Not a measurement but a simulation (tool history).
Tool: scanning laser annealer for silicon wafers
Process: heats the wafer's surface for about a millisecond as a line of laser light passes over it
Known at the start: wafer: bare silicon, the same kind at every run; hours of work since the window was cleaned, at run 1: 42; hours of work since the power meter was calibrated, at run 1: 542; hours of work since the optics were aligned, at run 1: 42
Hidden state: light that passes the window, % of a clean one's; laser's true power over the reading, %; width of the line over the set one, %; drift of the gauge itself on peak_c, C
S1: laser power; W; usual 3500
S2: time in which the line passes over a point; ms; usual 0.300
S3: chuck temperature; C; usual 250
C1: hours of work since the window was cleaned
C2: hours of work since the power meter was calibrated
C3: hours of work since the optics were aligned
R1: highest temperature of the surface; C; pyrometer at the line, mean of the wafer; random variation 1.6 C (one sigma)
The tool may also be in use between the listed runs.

Run 1, hour 0.0: usual settings; C1 42; C2 542; C3 42. Result: R1 963 C.
Run 2, hour 17.3: usual settings; C1 56; C2 556; C3 56. Result: R1 963 C.
Run 3, hour 34.2: usual settings; C1 70; C2 569; C3 70. Result: R1 960 C.
Run 4, hour 60.5: usual settings; C1 91; C2 590; C3 91. Result: R1 963 C.
Run 5, hour 74.5: usual settings but S3 288 C; C1 102; C2 601; C3 102. Result: R1 998 C.
Run 6, hour 90.1: usual settings but S3 288 C; C1 114; C2 614; C3 114. Result: R1 1004 C.
Run 7, hour 101.3: usual settings but S3 216 C; C1 123; C2 623; C3 123. Result: R1 925 C.
Run 8, hour 126.5: usual settings but S3 216 C; C1 143; C2 643; C3 143. Result: R1 927 C.
Run 9, hour 144.3: usual settings but S3 216 C; C1 157; C2 657; C3 157. Result: R1 929 C.
Run 10, hour 169.4: usual settings but S1 3342 W; C1 177; C2 677; C3 177. Result: R1 935 C.
Run 11, hour 182.5: usual settings but S1 3342 W; C1 188; C2 687; C3 188. Result: R1 931 C.
Run 12, hour 206.6: usual settings but S2 0.360 ms; C1 207; C2 706; C3 207. Result: R1 1024 C.
Run 13, hour 223.3: usual settings but S2 0.360 ms; C1 220; C2 720; C3 220. Result: R1 1021 C.
Run 14, hour 240.6: usual settings but S2 0.211 ms, S3 277 C; C1 234; C2 734; C3 234. Result: R1 877 C.
Run 15, hour 265.2: usual settings but S1 3205 W, S2 0.219 ms, S3 215 C; C1 253; C2 753; C3 253. Result: R1 781 C.
Run 16, hour 288.2: usual settings but S1 3840 W, S3 217 C; C1 272; C2 771; C3 272. Result: R1 990 C.
Run 17, hour 309.7: usual settings but S3 260 C; C1 289; C2 788; C3 289. Result: R1 970 C.
Run 18, hour 331.8: usual settings but S1 3435 W, S3 240 C; C1 306; C2 806; C3 306. Result: R1 939 C.
Run 19, hour 343.0: usual settings but S1 3330 W, S2 0.304 ms, S3 265 C; C1 315; C2 815; C3 315. Result: R1 949 C.
Run 20, hour 366.5: usual settings but S1 3286 W, S3 245 C; C1 334; C2 834; C3 334. Result: R1 917 C.
At hour 379.4: window over the wafer cleaned.
Run 21, hour 381.1: usual settings but S1 3390 W, S2 0.373 ms; C1 1; C2 844; C3 344. Result: R1 1015 C.
Run 22, hour 392.5: usual settings but S1 3522 W, S2 0.245 ms, S3 234 C; C1 10; C2 853; C3 353. Result: R1 886 C.
Run 23, hour 414.1: usual settings but S1 3405 W, S2 0.237 ms, S3 261 C; C1 28; C2 870; C3 370. Result: R1 881 C.
Run 24, hour 439.8: usual settings but S1 3770 W, S2 0.313 ms; C1 48; C2 890; C3 391. Result: R1 1025 C.
Run 25, hour 460.1: usual settings but S1 3227 W, S2 0.311 ms, S3 233 C; C1 64; C2 907; C3 407. Result: R1 905 C.
Run 26, hour 475.5: usual settings but S1 3227 W, S2 0.281 ms, S3 235 C; C1 76; C2 919; C3 419. Result: R1 874 C.

How the hidden state differs across the entries between the runs, from the last listed run before each to the first after it:
Between runs 20 and 21: window over the wafer cleaned (hour 379.4)
  light that passes the window, % of a clean one's: 99.87 -> 100

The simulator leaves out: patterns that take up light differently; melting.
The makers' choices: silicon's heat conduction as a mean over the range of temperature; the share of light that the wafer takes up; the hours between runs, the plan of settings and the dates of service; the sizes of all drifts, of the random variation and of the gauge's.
